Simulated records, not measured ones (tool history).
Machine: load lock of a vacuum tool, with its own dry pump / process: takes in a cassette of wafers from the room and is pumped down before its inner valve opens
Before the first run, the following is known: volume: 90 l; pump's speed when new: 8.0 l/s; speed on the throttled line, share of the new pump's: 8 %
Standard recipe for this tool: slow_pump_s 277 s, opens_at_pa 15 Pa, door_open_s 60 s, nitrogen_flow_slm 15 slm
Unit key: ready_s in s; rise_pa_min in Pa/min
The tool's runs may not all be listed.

run	day	slow_pump_s	opens_at_pa	door_open_s	nitrogen_flow_slm	incoming humidity of the room's air, %	ready_s	rise_pa_min
1	0	277	15	60	15	44.1	353.4	0.042
2	2.096	277	15	60	15	46	352.1	0.039
3	6.408	277	15	60	15	44.6	352.5	0.043
4	8.8	277	15	60	15	45.6	352.2	0.044
5	13.496	277	15	60	11	43.5	353.4	0.041
6	16.908	277	15	60	15	43.3	351.4	0.037
7	19.45	277	15	60	15	44	353.5	0.044
8	21.888	277	15	60	15	45.7	352	0.042
9	25.604	277	26	58	40	46.7	345	0.02
10	30.25	519	15	60	23	47.6	571.2	0.04
11	32.575	519	15	60	23	44.7	572.1	0.035
12	35.033	176	25	60	6	45.4	255.4	0.054
13	38.342	277	23	60	15	43.3	348.6	0.044
14	41.471	277	23	60	15	43.1	347.3	0.039
15	45.7	322	23	60	15	42.8	388.2	0.043
16	48.188	322	23	60	15	46.9	389.9	0.046

5 options for the next run, each taken on its own from the tool as it stands now. Forecast them:
# day 52.221: door's seal changed, seat wiped
A	52.679	151	15	60	15	44.2	?	?
# day 52.221: door's seal changed, seat wiped
B	52.679	277	15	36	15	45.3	?	?
# day 52.221: door's seal changed, seat wiped
C	52.679	322	20	60	18	43.2	?	?
# day 52.221: door's seal changed, seat wiped
D	52.679	322	25	60	15	42.5	?	?
# day 52.221: door's seal changed, seat wiped
E	52.679	322	23	35	15	44.9	?	?

run	ready_s	rise_pa_min
A	238.7	0.04
B	354.4	0.036
C	391.3	0.037
D	387.4	0.035
E	389.8	0.027
Without the tool's unlogged condition, the same runs would have read:
run	ready_s	rise_pa_min
A	238.7	0.04
B	354.4	0.036
C	391.3	0.037
D	387.4	0.035
E	389.8	0.027
